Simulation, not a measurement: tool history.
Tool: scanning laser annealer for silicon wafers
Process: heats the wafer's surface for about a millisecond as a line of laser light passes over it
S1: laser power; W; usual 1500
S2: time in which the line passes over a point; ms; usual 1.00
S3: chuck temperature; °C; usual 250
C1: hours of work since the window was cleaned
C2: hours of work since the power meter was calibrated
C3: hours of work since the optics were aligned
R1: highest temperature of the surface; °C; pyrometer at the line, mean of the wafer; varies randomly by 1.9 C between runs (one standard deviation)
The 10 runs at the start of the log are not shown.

| run | hour | S1 | S2 | S3 | C1 | C2 | C3 | R1 |
|---|---|---|---|---|---|---|---|---|
| 11 | 428.3 | 1500 | 0.72 | 277 | 96 | 1310 | 1708 | 988 |
| 12 | 460.5 | 1548 | 1.00 | 250 | 110 | 1324 | 1723 | 1126 |
| 13 | 519.2 | 1548 | 1.00 | 250 | 137 | 1351 | 1749 | 1121 |
| 14 | 566.0 | 1500 | 1.00 | 250 | 158 | 1372 | 1771 | 1089 |
| 15 | 613.4 | 1500 | 1.00 | 265 | 179 | 1393 | 1792 | 1105 |
| 16 | 661.1 | 1500 | 1.00 | 265 | 201 | 1415 | 1814 | 1104 |
| 17 | 711.8 | 1552 | 0.94 | 255 | 224 | 1438 | 1837 | 1105 |
| 18 | 749.3 | 1552 | 0.94 | 255 | 241 | 1455 | 1854 | 1104 |
|  | 777.0 | optics aligned, line set to its width |
| 19 | 801.1 | 1491 | 1.07 | 232 | 262 | 1476 | 11 | 1095 |
| 20 | 828.1 | 1491 | 1.07 | 232 | 274 | 1488 | 23 | 1095 |
| 21 | 887.9 | 1500 | 1.13 | 250 | 301 | 1515 | 50 | 1147 |
| 22 | 938.2 | 1473 | 0.73 | 214 | 324 | 1538 | 73 | 915 |
| 23 | 975.6 | 1473 | 0.97 | 214 | 341 | 1555 | 90 | 1025 |
| 24 | 1010.1 | 1500 | 0.71 | 234 | 357 | 1570 | 105 | 940 |
| 25 | 1065.3 | 1500 | 0.71 | 234 | 381 | 1595 | 130 | 940 |
| 26 | 1093.5 | 1529 | 0.77 | 244 | 394 | 1608 | 143 | 996 |
|  | 1100.6 | window over the wafer cleaned |
| 27 | 1139.0 | 1500 | 0.75 | 250 | 17 | 1628 | 163 | 977 |

Run 28 is up next; what results do you expect?
| 28 | 1182.9 | 1458 | 0.80 | 250 | 37 | 1648 | 183 | ? |

R1: 975 °C
Take away the tool's hidden state, keep the run-to-run variation as it was, and the same run would have given R1 975 °C.
